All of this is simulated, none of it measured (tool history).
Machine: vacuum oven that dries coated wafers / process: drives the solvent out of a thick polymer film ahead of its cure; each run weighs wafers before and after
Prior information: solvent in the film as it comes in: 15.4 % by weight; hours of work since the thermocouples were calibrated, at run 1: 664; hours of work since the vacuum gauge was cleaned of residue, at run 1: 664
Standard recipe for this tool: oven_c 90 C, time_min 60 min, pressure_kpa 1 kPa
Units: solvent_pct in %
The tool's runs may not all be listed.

| run | day | oven_c | time_min | pressure_kpa | hours of work since the thermocouples were calibrated | hours of work since the vacuum gauge was cleaned of residue | solvent_pct |
|---|---|---|---|---|---|---|---|
| 1 | 0 | 90 | 60 | 1 | 664 | 664 | 2.31 |
| 2 | 3.617 | 90 | 60 | 1 | 700 | 700 | 2.3 |
| 3 | 6.5 | 90 | 60 | 1 | 729 | 729 | 2.23 |
| 4 | 10.208 | 90 | 60 | 1 | 766 | 766 | 2.38 |
| 5 | 12.779 | 90 | 60 | 1 | 792 | 792 | 2.4 |
| 6 | 15.975 | 78 | 60 | 1 | 824 | 824 | 4.89 |
| 7 | 20.675 | 78 | 60 | 1 | 871 | 871 | 4.85 |
| 8 | 23.504 | 90 | 60 | 1 | 900 | 900 | 2.34 |
| 9 | 26.446 | 90 | 30 | 1 | 929 | 929 | 4.28 |
| 10 | 31.196 | 90 | 30 | 1 | 977 | 977 | 4.35 |
| 11 | 34.704 | 90 | 30 | 1 | 1012 | 1012 | 4.24 |
| 12 | 39.029 | 90 | 30 | 1 | 1055 | 1055 | 4.34 |
| 13 | 43.717 | 90 | 30 | 1 | 1102 | 1102 | 4.4 |
| 14 | 47.346 | 90 | 30 | 1 | 1139 | 1139 | 4.43 |
| 15 | 51.042 | 90 | 60 | 1 | 1176 | 1176 | 2.43 |
|  | 52.442 | vacuum gauge cleaned of residue and calibrated |
| 16 | 54.938 | 90 | 60 | 1 | 1214 | 25 | 2.25 |
| 17 | 57.162 | 90 | 60 | 1 | 1237 | 47 | 2.34 |
|  | 57.892 | oven's thermocouples calibrated |
| 18 | 60.508 | 90 | 60 | 1.63 | 26 | 80 | 3.2 |
| 19 | 65.554 | 90 | 92 | 1 | 77 | 131 | 1.89 |
| 20 | 67.817 | 90 | 60 | 1 | 100 | 153 | 2.14 |
| 21 | 71.475 | 90 | 62 | 1 | 136 | 190 | 2.14 |
| 22 | 74.275 | 90 | 60 | 1 | 164 | 218 | 2.3 |
| 23 | 76.5 | 90 | 60 | 1 | 187 | 241 | 2.24 |
| 24 | 79.65 | 90 | 60 | 1 | 218 | 272 | 2.23 |
| 25 | 83.833 | 90 | 45 | 2.84 | 260 | 314 | 5.64 |
| 26 | 86.442 | 96 | 97 | 0.67 | 286 | 340 | 1.04 |
| 27 | 91.312 | 90 | 56 | 0.62 | 335 | 389 | 1.82 |
| 28 | 95.704 | 82 | 59 | 1.09 | 379 | 433 | 4.03 |
| 29 | 98.967 | 97 | 68 | 1.69 | 412 | 466 | 2.33 |
| 30 | 102.438 | 97 | 92 | 0.54 | 447 | 501 | 0.81 |
| 31 | 106.679 | 97 | 60 | 1.49 | 490 | 543 | 2.22 |
| 32 | 109.262 | 80 | 67 | 0.92 | 516 | 569 | 3.98 |
| 33 | 111.467 | 91 | 52 | 1.46 | 538 | 591 | 3.06 |
| 34 | 115.467 | 90 | 57 | 1 | 578 | 632 | 2.49 |
| 35 | 117.679 | 90 | 68 | 0.78 | 600 | 654 | 1.76 |
| 36 | 120.983 | 90 | 68 | 0.78 | 633 | 687 | 1.76 |
| 37 | 123.138 | 90 | 68 | 0.78 | 655 | 709 | 1.86 |
| 38 | 125.9 | 76 | 89 | 0.5 | 682 | 736 | 2.99 |
| 39 | 128.912 | 90 | 64 | 1.17 | 713 | 767 | 2.56 |
| 40 | 131.642 | 105 | 83 | 0.8 | 740 | 794 | 0.95 |
| 41 | 134.504 | 102 | 69 | 0.8 | 769 | 823 | 1.03 |
| 42 | 137.804 | 102 | 69 | 0.8 | 802 | 856 | 1.07 |
| 43 | 140.146 | 90 | 93 | 1 | 825 | 879 | 2.01 |
| 44 | 144.742 | 90 | 93 | 1 | 872 | 925 | 2.07 |
| 45 | 148.804 | 90 | 93 | 1 | 912 | 966 | 2.09 |
| 46 | 153.425 | 90 | 93 | 1 | 959 | 1013 | 2.16 |
| 47 | 156.767 | 90 | 93 | 1 | 992 | 1046 | 2.03 |

Hidden condition of the tool, last listed run before each entry between runs versus first listed run after:
Between runs 15 and 16: vacuum gauge cleaned of residue and calibrated (day 52.442)
  true wafer temperature over the reading, C: -1.14 -> -1.19; true pressure over the reading, kPa: 0.165 -> 0.012
  measured result minus the result with no hidden state, solvent_pct: +0.42 -> +0.19 %
Between runs 17 and 18: oven's thermocouples calibrated (day 57.892)
  true wafer temperature over the reading, C: -1.21 -> -0.27; true pressure over the reading, kPa: 0.015 -> 0.019
  measured result minus the result with no hidden state, solvent_pct: +0.19 -> +0.07 %

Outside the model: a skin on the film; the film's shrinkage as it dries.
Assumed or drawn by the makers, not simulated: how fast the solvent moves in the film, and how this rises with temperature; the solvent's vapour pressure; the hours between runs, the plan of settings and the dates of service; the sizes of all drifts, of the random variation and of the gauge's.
